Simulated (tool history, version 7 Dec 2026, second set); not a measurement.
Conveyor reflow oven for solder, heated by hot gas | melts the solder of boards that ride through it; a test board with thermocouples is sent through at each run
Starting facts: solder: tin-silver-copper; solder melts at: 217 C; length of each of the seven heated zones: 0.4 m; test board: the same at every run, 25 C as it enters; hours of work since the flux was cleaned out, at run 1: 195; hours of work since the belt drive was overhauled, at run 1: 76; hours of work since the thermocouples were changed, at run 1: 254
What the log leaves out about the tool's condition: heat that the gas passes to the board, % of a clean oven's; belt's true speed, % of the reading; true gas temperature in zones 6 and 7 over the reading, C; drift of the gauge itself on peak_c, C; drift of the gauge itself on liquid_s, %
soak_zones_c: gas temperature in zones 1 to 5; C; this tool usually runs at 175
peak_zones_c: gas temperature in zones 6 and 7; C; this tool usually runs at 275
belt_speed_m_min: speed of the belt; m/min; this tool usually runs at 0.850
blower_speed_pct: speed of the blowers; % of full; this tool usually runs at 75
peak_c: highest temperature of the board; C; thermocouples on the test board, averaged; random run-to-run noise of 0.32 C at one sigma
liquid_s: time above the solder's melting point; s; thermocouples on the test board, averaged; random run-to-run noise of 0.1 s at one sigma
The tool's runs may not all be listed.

run,hour,soak_zones_c,peak_zones_c,belt_speed_m_min,blower_speed_pct,hours of work since the flux was cleaned out,hours of work since the belt drive was overhauled,hours of work since the thermocouples were changed,peak_c,liquid_s
1,0.0,175,275,0.850,75,195,76,254,259.6,46.6
2,43.8,175,275,0.850,75,224,105,283,260.3,46.4
3,105.4,175,275,0.850,75,265,146,324,259.4,46.3
4,169.6,175,275,0.850,75,307,189,366,259.7,46.1
5,216.7,175,265,0.850,75,338,220,398,250.6,41.8
# hour 252.5: flux residue cleaned out of gas plates and filters
6,253.3,184,275,0.850,75,1,241,418,263.9,50.5
7,286.9,184,275,0.850,75,23,263,441,263.7,50.6
8,347.8,184,275,0.850,75,63,303,481,263.0,50.3
9,398.5,184,275,0.850,75,97,337,515,263.2,50.5
10,453.7,175,275,0.850,59,133,374,551,259.4,46.1
11,484.9,175,275,0.850,59,154,394,572,259.5,46.1
12,514.0,186,282,0.817,56,173,414,591,267.7,54.5
13,543.1,187,268,0.850,75,193,433,610,257.4,48.9
14,602.8,164,288,0.990,75,232,472,650,264.3,38.8

Expected results for the next run?
15,652.2,164,271,0.990,75,265,505,683,?,?

{"run 15": {"peak_c": 249.3, "liquid_s": 32.4}}
With the hidden condition absent and the run-to-run variation left alone, this run would have shown peak_c 250.7 C, liquid_s 33.2 s.

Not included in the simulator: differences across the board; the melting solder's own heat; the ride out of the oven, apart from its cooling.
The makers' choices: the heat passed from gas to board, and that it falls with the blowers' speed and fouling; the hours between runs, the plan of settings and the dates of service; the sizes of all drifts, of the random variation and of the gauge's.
